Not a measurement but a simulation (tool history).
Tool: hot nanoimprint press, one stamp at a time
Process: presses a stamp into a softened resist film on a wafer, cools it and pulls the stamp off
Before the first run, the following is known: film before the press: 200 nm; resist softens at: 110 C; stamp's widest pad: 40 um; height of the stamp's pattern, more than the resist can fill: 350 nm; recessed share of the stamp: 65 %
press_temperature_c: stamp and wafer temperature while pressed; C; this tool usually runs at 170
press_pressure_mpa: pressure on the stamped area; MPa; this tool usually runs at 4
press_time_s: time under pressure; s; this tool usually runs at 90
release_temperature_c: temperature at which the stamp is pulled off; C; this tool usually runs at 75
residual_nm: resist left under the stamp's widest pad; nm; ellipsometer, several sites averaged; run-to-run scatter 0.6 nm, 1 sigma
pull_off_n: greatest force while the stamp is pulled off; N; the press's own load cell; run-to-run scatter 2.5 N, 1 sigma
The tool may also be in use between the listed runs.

run    hour  press_temperature_c  press_pressure_mpa  press_time_s  release_temperature_c  residual_nm  pull_off_n
  1       0                  170                   4            90                     75         96.5         226
  2    33.2                  170                   4            90                     75         96.6         230
       63.2  -- plate thermocouple calibrated
       69.2  -- stamp cleaned and given a new release coat
  3    85.4                  170                   4            90                     75         92.8         179
  4   140.8                  170                   4            90                     75         92.4         182
      198.5  -- press's hydraulic seals changed and the load cell set to zero
  5   209.7                  170                   4            90                     75         91.1         193
  6   257.6                  170                   4           155                     75         72.1         193
        276  -- plate thermocouple calibrated, once more
  7   308.8                  170                   4           155                     75         85.7         209
  8   371.5                  170                   4            90                     75        105.2         217
  9     427                  170                   4            75                     75        110.6         227
 10   472.1                  170                   4            75                     75        109.9         230
 11   503.5                  170                   4            75                     75        109.3         230
      552.3  -- stamp cleaned and given a new release coat
 12   573.2                  170                5.61            90                     75         87.9         185
 13   603.7                  170                   4            90                     75          100         190
 14   671.5                  170                   4            90                     75        100.1         192
 15     719                  170                   4            90                     75         98.1         202
 16   764.3                  170                   4            90                     70           98         225
 17   806.3                  170                   4           106                     83         91.5         176
 18   867.3                  163                   4           106                     77        134.2         210
 19     906                  163                   4           106                     77          135         213
      944.3  -- plate thermocouple calibrated
 20   951.9                  171                   4            59                     77        116.3         225
 21  1011.7                  164                4.46           174                     79        116.5         219
     1029.7  -- stamp cleaned and given a new release coat
 22  1064.9                  164                4.46           174                     79        115.3         173
 23  1113.3                  170                3.69            71                     75        115.4         193
 24  1178.5                  176                   4            90                     77         70.3         190
 25  1222.1                  176                   4            90                     77         69.9         199
 26  1260.3                  170                5.14            71                     74        100.1         220
 27  1319.6                  170                5.14            71                     74          101         220
     1372.8  -- press's hydraulic seals changed and the load cell set to zero
 28  1380.2                  177                4.02           142                     76         50.6         213
 29  1416.5                  170                4.39           116                     76         84.8         218

Branching from run 29: 3 alternative next runs. What would each branch give?
  A  1481                  170                3.88            90                     75            ?           ?
  B  1481                  170                   4           179                     64            ?           ?
  C  1481                  177                   4            59                     82            ?           ?

run  residual_nm  pull_off_n
  A         97.7         228
  B         72.5         279
  C         74.5         195
Take away the tool's hidden state, keep each run's random variation, and the runs would have read:
run  residual_nm  pull_off_n
  A        107.8         184
  B         81.3         224
  C         82.2         158
